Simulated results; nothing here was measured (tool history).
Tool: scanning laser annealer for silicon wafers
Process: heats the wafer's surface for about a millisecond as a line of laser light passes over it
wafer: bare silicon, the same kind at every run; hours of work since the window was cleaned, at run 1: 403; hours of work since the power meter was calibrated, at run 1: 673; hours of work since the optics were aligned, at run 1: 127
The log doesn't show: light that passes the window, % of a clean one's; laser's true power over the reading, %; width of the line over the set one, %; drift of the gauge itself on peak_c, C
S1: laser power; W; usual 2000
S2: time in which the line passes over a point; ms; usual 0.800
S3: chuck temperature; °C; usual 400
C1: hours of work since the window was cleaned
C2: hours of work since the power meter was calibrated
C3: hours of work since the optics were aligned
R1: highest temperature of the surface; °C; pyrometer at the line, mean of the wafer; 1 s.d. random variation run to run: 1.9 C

| run | hour | S1 | S2 | S3 | C1 | C2 | C3 | R1 |
|---|---|---|---|---|---|---|---|---|
| 1 | 0.0 | 2000 | 0.800 | 400 | 403 | 673 | 127 | 1149 |
| 2 | 27.1 | 2000 | 0.800 | 400 | 421 | 690 | 144 | 1144 |
| 3 | 63.3 | 2000 | 0.800 | 400 | 444 | 714 | 167 | 1141 |
| 4 | 100.5 | 2000 | 0.800 | 400 | 468 | 738 | 191 | 1142 |
| 5 | 130.4 | 2000 | 0.978 | 400 | 487 | 757 | 211 | 1234 |
| 6 | 167.9 | 2000 | 0.661 | 400 | 512 | 781 | 235 | 1061 |
| 7 | 204.3 | 2000 | 0.661 | 400 | 535 | 805 | 258 | 1054 |
| 8 | 250.5 | 1739 | 0.800 | 400 | 565 | 834 | 288 | 1010 |
| 9 | 292.9 | 1739 | 0.800 | 400 | 592 | 862 | 315 | 1008 |
|  | 319.6 | window over the wafer cleaned |
| 10 | 326.5 | 1739 | 0.800 | 400 | 4 | 882 | 336 | 1041 |
| 11 | 357.1 | 1739 | 0.800 | 400 | 24 | 902 | 356 | 1040 |
| 12 | 385.7 | 1739 | 0.800 | 400 | 43 | 920 | 374 | 1036 |
| 13 | 430.0 | 1739 | 0.800 | 400 | 71 | 949 | 403 | 1036 |
| 14 | 449.8 | 2061 | 0.897 | 439 | 84 | 962 | 415 | 1288 |
|  | 458.3 | optics aligned, line set to its width |
| 15 | 493.9 | 2176 | 0.800 | 438 | 109 | 987 | 23 | 1284 |
| 16 | 538.7 | 2040 | 0.679 | 372 | 138 | 1016 | 52 | 1080 |
| 17 | 561.2 | 2040 | 0.679 | 372 | 153 | 1030 | 66 | 1077 |
| 18 | 588.0 | 2040 | 0.679 | 372 | 170 | 1048 | 84 | 1074 |
| 19 | 627.3 | 1769 | 0.581 | 430 | 195 | 1073 | 109 | 963 |
| 20 | 659.7 | 1769 | 0.581 | 430 | 216 | 1094 | 130 | 959 |
|  | 696.1 | optics aligned, line set to its width, once more |
| 21 | 696.4 | 2000 | 0.653 | 400 | 237 | 1114 | 0 | 1066 |
| 22 | 717.0 | 2000 | 0.653 | 400 | 250 | 1128 | 13 | 1071 |

Below are 4 alternative next runs, each starting from the tool's condition after run 22. Predict each:
| A | 765.4 | 2141 | 0.800 | 400 | 281 | 1159 | 45 | ? |
| B | 765.4 | 1797 | 0.643 | 400 | 281 | 1159 | 45 | ? |
| C | 765.4 | 1712 | 0.658 | 400 | 281 | 1159 | 45 | ? |
| D | 765.4 | 2000 | 0.943 | 400 | 281 | 1159 | 45 | ? |

| run | R1 |
|---|---|
| A | 1217 |
| B | 973 |
| C | 946 |
| D | 1222 |
Had the tool no hidden state, the same runs would have come out as:
| run | R1 |
|---|---|
| A | 1246 |
| B | 993 |
| C | 966 |
| D | 1251 |
